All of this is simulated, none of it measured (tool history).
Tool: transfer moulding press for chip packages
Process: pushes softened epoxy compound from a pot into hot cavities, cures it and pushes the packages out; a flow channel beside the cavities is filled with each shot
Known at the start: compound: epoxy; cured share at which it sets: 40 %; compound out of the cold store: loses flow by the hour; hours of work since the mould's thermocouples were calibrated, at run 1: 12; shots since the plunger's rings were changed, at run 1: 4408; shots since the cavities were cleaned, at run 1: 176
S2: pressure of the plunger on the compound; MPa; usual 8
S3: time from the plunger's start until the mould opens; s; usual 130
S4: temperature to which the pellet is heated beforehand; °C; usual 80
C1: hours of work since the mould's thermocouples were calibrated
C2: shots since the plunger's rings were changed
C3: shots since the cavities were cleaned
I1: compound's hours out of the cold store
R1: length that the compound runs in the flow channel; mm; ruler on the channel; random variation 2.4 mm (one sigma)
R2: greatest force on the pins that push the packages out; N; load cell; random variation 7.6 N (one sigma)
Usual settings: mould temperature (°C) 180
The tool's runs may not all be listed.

run 1 hour=0.0 | mould_temperature_(°C)=180 S2=8 S3=130 S4=80 | C1=12 C2=4408 C3=176 | I1=35.2 | R1=864 R2=514
run 2 hour=37.7 | mould_temperature_(°C)=180 S2=8 S3=130 S4=80 | C1=34 C2=4745 C3=513 | I1=18.4 | R1=901 R2=636
run 3 hour=83.7 | mould_temperature_(°C)=180 S2=8 S3=130 S4=80 | C1=62 C2=5156 C3=924 | I1=29.5 | R1=871 R2=683
-- hour=93.3 plunger's sealing rings changed
-- hour=108.0 cavities cleaned with cleaning compound and waxed
run 4 hour=127.0 | mould_temperature_(°C)=180 S2=8 S3=130 S4=80 | C1=85 C2=288 C3=170 | I1=36.2 | R1=899 R2=456
run 5 hour=177.8 | mould_temperature_(°C)=180 S2=8 S3=130 S4=80 | C1=116 C2=742 C3=624 | I1=37.7 | R1=882 R2=645
-- hour=230.6 cavities cleaned with cleaning compound and waxed
run 6 hour=244.7 | mould_temperature_(°C)=180 S2=8 S3=130 S4=80 | C1=155 C2=1327 C3=126 | I1=35.6 | R1=879 R2=421
run 7 hour=307.5 | mould_temperature_(°C)=180 S2=8 S3=130 S4=80 | C1=192 C2=1887 C3=686 | I1=20.2 | R1=916 R2=646
-- hour=352.5 cavities cleaned with cleaning compound and waxed
run 8 hour=378.9 | mould_temperature_(°C)=180 S2=8 S3=130 S4=74 | C1=234 C2=2513 C3=236 | I1=24.8 | R1=902 R2=501
run 9 hour=454.1 | mould_temperature_(°C)=180 S2=8 S3=130 S4=80 | C1=279 C2=3184 C3=907 | I1=20.4 | R1=903 R2=674
-- hour=475.1 cavities cleaned with cleaning compound and waxed
run 10 hour=533.6 | mould_temperature_(°C)=180 S2=8 S3=130 S4=80 | C1=326 C2=3881 C3=523 | I1=29.3 | R1=873 R2=603
run 11 hour=571.3 | mould_temperature_(°C)=180 S2=8 S3=130 S4=72 | C1=349 C2=4218 C3=860 | I1=22.4 | R1=885 R2=679
-- hour=595.1 cavities cleaned with cleaning compound and waxed
run 12 hour=608.8 | mould_temperature_(°C)=180 S2=8 S3=130 S4=72 | C1=370 C2=4539 C3=122 | I1=37.7 | R1=851 R2=427
run 13 hour=665.2 | mould_temperature_(°C)=181 S2=8 S3=130 S4=72 | C1=404 C2=5044 C3=627 | I1=19.8 | R1=881 R2=608
-- hour=684.1 plunger's sealing rings changed
run 14 hour=710.8 | mould_temperature_(°C)=181 S2=8 S3=149 S4=72 | C1=430 C2=239 C3=1012 | I1=20.9 | R1=928 R2=609
-- hour=718.2 cavities cleaned with cleaning compound and waxed
run 15 hour=765.7 | mould_temperature_(°C)=181 S2=8 S3=149 S4=72 | C1=462 C2=716 C3=425 | I1=30.9 | R1=898 R2=513

Run 16 comes next. What will it give?
run 16 hour=815.7 | mould_temperature_(°C)=181 S2=8 S3=149 S4=72 | C1=492 C2=1163 C3=872 | I1=27.1 | R1=? R2=?

{"run 16": {"R1": 901, "R2": 599}}
Without the tool's hidden state the same run would have given R1 914 mm, R2 290 N.

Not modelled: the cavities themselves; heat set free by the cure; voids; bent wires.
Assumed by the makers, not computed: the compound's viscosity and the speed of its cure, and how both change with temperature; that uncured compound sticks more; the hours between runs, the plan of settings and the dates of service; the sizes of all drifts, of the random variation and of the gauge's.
